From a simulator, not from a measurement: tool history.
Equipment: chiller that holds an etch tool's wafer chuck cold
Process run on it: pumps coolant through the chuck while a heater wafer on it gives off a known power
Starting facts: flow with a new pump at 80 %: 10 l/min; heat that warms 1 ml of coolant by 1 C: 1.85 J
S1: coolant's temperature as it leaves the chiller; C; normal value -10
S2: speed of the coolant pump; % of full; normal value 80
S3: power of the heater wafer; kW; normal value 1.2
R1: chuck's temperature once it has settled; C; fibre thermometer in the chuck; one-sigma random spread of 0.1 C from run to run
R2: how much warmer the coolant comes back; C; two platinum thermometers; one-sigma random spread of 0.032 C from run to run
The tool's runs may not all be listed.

{"run": 1, "hour": 0.0, "S1": -10, "S2": 80, "S3": 1.2, "R1": -1.2, "R2": 3.91}
{"run": 2, "hour": 28.3, "S1": -10, "S2": 80, "S3": 1.2, "R1": -1.1, "R2": 3.92}
{"run": 3, "hour": 60.6, "S1": -10, "S2": 80, "S3": 1.2, "R1": -1, "R2": 3.89}
{"run": 4, "hour": 98.8, "S1": -10, "S2": 93, "S3": 1.2, "R1": -2.5, "R2": 3.2}
{"run": 5, "hour": 116.4, "S1": -10, "S2": 93, "S3": 1.2, "R1": -2.4, "R2": 3.25}
{"run": 6, "hour": 137.9, "S1": -10, "S2": 80, "S3": 1.073, "R1": -2.1, "R2": 3.47}
{"run": 7, "hour": 154.0, "S1": -10, "S2": 80, "S3": 1.073, "R1": -2, "R2": 3.4}
{"run": 8, "hour": 189.2, "S1": -10, "S2": 80, "S3": 1.073, "R1": -2.2, "R2": 3.44}
{"run": 9, "hour": 212.9, "S1": -10, "S2": 80, "S3": 1.2, "R1": -1.1, "R2": 3.88}
{"run": 10, "hour": 232.6, "S1": -10, "S2": 80, "S3": 1.2, "R1": -1.2, "R2": 3.88}
{"run": 11, "hour": 264.0, "S1": -10, "S2": 80, "S3": 1.2, "R1": -1, "R2": 3.75}
{"run": 12, "hour": 284.3, "S1": -10, "S2": 63, "S3": 1.2, "R1": 1.4, "R2": 4.97}
{"run": 13, "hour": 301.3, "S1": -10, "S2": 78, "S3": 1.2, "R1": -1, "R2": 3.9}
{"run": 14, "hour": 319.0, "S1": -10, "S2": 78, "S3": 1.2, "R1": -0.7, "R2": 3.91}
{"run": 15, "hour": 341.0, "S1": -10, "S2": 78, "S3": 1.2, "R1": -0.9, "R2": 3.9}
{"run": 16, "hour": 356.4, "S1": -10, "S2": 78, "S3": 1.2, "R1": -0.9, "R2": 3.91}
{"run": 17, "hour": 388.3, "S1": -10, "S2": 78, "S3": 0.741, "R1": -4.4, "R2": 2.37}
{"run": 18, "hour": 405.0, "S1": -10, "S2": 64, "S3": 0.602, "R1": -4.6, "R2": 2.35}
{"run": 19, "hour": 421.5, "S1": -14, "S2": 71, "S3": 1.297, "R1": -3.2, "R2": 4.66}
{"run": 20, "hour": 457.4, "S1": -5, "S2": 92, "S3": 0.972, "R1": 1.1, "R2": 2.5}
{"run": 21, "hour": 483.2, "S1": -5, "S2": 92, "S3": 0.972, "R1": 1.3, "R2": 2.54}
{"run": 22, "hour": 520.3, "S1": -5, "S2": 92, "S3": 1.737, "R1": 6.2, "R2": 4.62}
{"run": 23, "hour": 556.5, "S1": -13, "S2": 80, "S3": 1.093, "R1": -5, "R2": 3.34}
{"run": 24, "hour": 583.5, "S1": -13, "S2": 80, "S3": 1.093, "R1": -4.9, "R2": 3.4}
{"run": 25, "hour": 619.5, "S1": -13, "S2": 80, "S3": 1.093, "R1": -5, "R2": 3.33}

3 options for the next run, each taken on its own from the tool as it stands now. Forecast them:
{"run": "A", "hour": 647.2, "S1": -10, "S2": 95, "S3": 0.869, "R1": "?", "R2": "?"}
{"run": "B", "hour": 647.2, "S1": -12, "S2": 80, "S3": 1.093, "R1": "?", "R2": "?"}
{"run": "C", "hour": 647.2, "S1": -13, "S2": 95, "S3": 0.639, "R1": "?", "R2": "?"}

run=A R1=-4.7 R2=2.07
run=B R1=-3.8 R2=3.34
run=C R1=-9 R2=1.54
Without the tool's hidden state the same runs would have given:
run=A R1=-4.7 R2=2.31
run=B R1=-3.8 R2=3.58
run=C R1=-9.1 R2=1.78

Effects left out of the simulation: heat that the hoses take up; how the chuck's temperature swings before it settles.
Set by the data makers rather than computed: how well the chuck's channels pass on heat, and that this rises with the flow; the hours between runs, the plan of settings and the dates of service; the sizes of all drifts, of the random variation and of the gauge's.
